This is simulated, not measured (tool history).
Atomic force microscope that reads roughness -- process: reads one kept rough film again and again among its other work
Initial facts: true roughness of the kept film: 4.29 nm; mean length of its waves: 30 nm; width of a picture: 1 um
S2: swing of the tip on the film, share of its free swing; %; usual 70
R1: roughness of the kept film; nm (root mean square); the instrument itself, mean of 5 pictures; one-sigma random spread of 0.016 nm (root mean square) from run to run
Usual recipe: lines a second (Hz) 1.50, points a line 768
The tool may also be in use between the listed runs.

Run 1, hour 0.0: usual settings. Result: R1 3.049 nm (root mean square).
At hour 23.4: new tip fitted.
Run 2, hour 60.5: usual settings. Result: R1 3.652 nm (root mean square).
Run 3, hour 109.5: usual settings but points a line 280. Result: R1 3.362 nm (root mean square).
At hour 149.8: height scale calibrated on a step standard.
Run 4, hour 160.8: usual settings but points a line 299. Result: R1 3.197 nm (root mean square).
Run 5, hour 215.5: usual settings but points a line 299. Result: R1 2.975 nm (root mean square).
At hour 225.4: new tip fitted.
Run 6, hour 260.6: usual settings but S2 58 %. Result: R1 3.802 nm (root mean square).
At hour 291.4: height scale calibrated on a step standard, once more.
Run 7, hour 333.2: usual settings but S2 78 %. Result: R1 3.182 nm (root mean square).
Run 8, hour 402.9: usual settings but S2 84 %. Result: R1 2.895 nm (root mean square).
At hour 428.8: new tip fitted.
Run 9, hour 473.5: usual settings but S2 77 %. Result: R1 3.463 nm (root mean square).
Run 10, hour 526.1: usual settings but S2 80 %. Result: R1 3.182 nm (root mean square).
Run 11, hour 589.3: usual settings but points a line 382. Result: R1 3.023 nm (root mean square).
At hour 631.6: new tip fitted.
Run 12, hour 639.0: usual settings but S2 57 %. Result: R1 3.811 nm (root mean square).
Run 13, hour 710.3: usual settings but S2 73 %. Result: R1 3.345 nm (root mean square).
Run 14, hour 748.0: usual settings but S2 73 %, points a line 410. Result: R1 3.179 nm (root mean square).
Run 15, hour 817.0: usual settings but S2 66 %. Result: R1 2.982 nm (root mean square).
At hour 832.5: new tip fitted.
Run 16, hour 856.2: usual settings. Result: R1 3.634 nm (root mean square).
Run 17, hour 885.9: usual settings. Result: R1 3.490 nm (root mean square).
Run 18, hour 928.6: usual settings. Result: R1 3.292 nm (root mean square).
Run 19, hour 984.8: usual settings. Result: R1 3.089 nm (root mean square).
Run 20, hour 1018.2: usual settings. Result: R1 2.953 nm (root mean square).
At hour 1033.8: new tip fitted.
Run 21, hour 1050.8: usual settings. Result: R1 3.666 nm (root mean square).
Run 22, hour 1103.9: usual settings. Result: R1 3.436 nm (root mean square).
Run 23, hour 1138.3: usual settings. Result: R1 3.299 nm (root mean square).
Run 24, hour 1202.1: usual settings. Result: R1 3.067 nm (root mean square).
At hour 1236.8: new tip fitted.
Run 25, hour 1251.0: usual settings but lines a second (Hz) 1.87, S2 74 %, points a line 831. Result: R1 3.632 nm (root mean square).
Run 26, hour 1293.7: usual settings but lines a second (Hz) 1.87, S2 74 %, points a line 831. Result: R1 3.433 nm (root mean square).
Run 27, hour 1334.1: usual settings but lines a second (Hz) 1.87, S2 74 %, points a line 831. Result: R1 3.265 nm (root mean square).
Run 28, hour 1378.7: usual settings but lines a second (Hz) 2.00, S2 80 %, points a line 865. Result: R1 2.989 nm (root mean square).
Run 29, hour 1421.8: usual settings but lines a second (Hz) 2.00, S2 80 %, points a line 865. Result: R1 2.852 nm (root mean square).
At hour 1438.6: new tip fitted.
Run 30, hour 1468.7: usual settings but lines a second (Hz) 1.24, S2 58 %, points a line 979. Result: R1 3.717 nm (root mean square).
Run 31, hour 1526.7: usual settings but lines a second (Hz) 2.15, S2 58 %, points a line 979. Result: R1 3.411 nm (root mean square).
Run 32, hour 1585.3: usual settings but lines a second (Hz) 2.15, S2 58 %, points a line 979. Result: R1 3.182 nm (root mean square).
At hour 1639.7: new tip fitted.
Run 33, hour 1650.3: usual settings but lines a second (Hz) 0.99, points a line 620. Result: R1 3.760 nm (root mean square).
Run 34, hour 1698.3: usual settings but lines a second (Hz) 0.50, S2 59 %, points a line 505. Result: R1 3.621 nm (root mean square).
Run 35, hour 1763.5: usual settings but points a line 476. Result: R1 3.193 nm (root mean square).
Run 36, hour 1811.8: usual settings but S2 68 %. Result: R1 3.014 nm (root mean square).
At hour 1843.3: new tip fitted.
Run 37, hour 1873.4: usual settings but S2 68 %. Result: R1 3.629 nm (root mean square).
Run 38, hour 1943.1: usual settings but lines a second (Hz) 0.96, S2 82 %, points a line 555. Result: R1 3.288 nm (root mean square).
Run 39, hour 1988.6: usual settings but lines a second (Hz) 1.54, points a line 911. Result: R1 3.159 nm (root mean square).
At hour 2042.6: new tip fitted.
Run 40, hour 2049.2: usual settings but lines a second (Hz) 3.57, S2 61 %, points a line 841. Result: R1 3.721 nm (root mean square).
Run 41, hour 2106.4: usual settings but lines a second (Hz) 3.57, S2 61 %, points a line 841. Result: R1 3.452 nm (root mean square).
Run 42, hour 2175.3: usual settings but lines a second (Hz) 3.57, S2 61 %, points a line 841. Result: R1 3.128 nm (root mean square).
Run 43, hour 2208.8: usual settings but lines a second (Hz) 3.57, S2 61 %, points a line 841. Result: R1 3.022 nm (root mean square).
At hour 2244.9: new tip fitted.
Run 44, hour 2251.6: usual settings but S2 66 %, points a line 682. Result: R1 3.772 nm (root mean square).
Run 45, hour 2314.6: usual settings but lines a second (Hz) 1.08, S2 56 %, points a line 313. Result: R1 3.522 nm (root mean square).

Pick out some run-to-run changes in R1. Of each, how much would a tool without hidden state show as well, from the settings, what came in and chance, and how much is left for the hidden state and any gauge scatter not in both results compared?
What the log doesn't record here: radius of the tip, nm; height scale over the true one, %; drift of the gauge itself on roughness_nm, %.
Run 5 -> 6: S2 70 -> 58, points a line 299 -> 768, new tip fitted. R1 +0.827 nm (root mean square): hidden state +0.660, all else +0.167.
Run 11 -> 12: S2 70 -> 57, points a line 382 -> 768, new tip fitted. R1 +0.788 nm (root mean square): hidden state +0.681, all else +0.107.
Run 20 -> 21: new tip fitted. R1 +0.713 nm (root mean square): hidden state +0.710, all else +0.003.
Run 24 -> 25: lines a second (Hz) 1.50 -> 1.87, S2 70 -> 74, points a line 768 -> 831, new tip fitted. R1 +0.565 nm (root mean square): hidden state +0.686, all else -0.121.
Run 29 -> 30: lines a second (Hz) 2.00 -> 1.24, S2 80 -> 58, points a line 865 -> 979, new tip fitted. R1 +0.865 nm (root mean square): hidden state +0.594, all else +0.271.
Run 43 -> 44: lines a second (Hz) 3.57 -> 1.50, S2 61 -> 66, points a line 841 -> 682, new tip fitted. R1 +0.750 nm (root mean square): hidden state +0.698, all else +0.052.

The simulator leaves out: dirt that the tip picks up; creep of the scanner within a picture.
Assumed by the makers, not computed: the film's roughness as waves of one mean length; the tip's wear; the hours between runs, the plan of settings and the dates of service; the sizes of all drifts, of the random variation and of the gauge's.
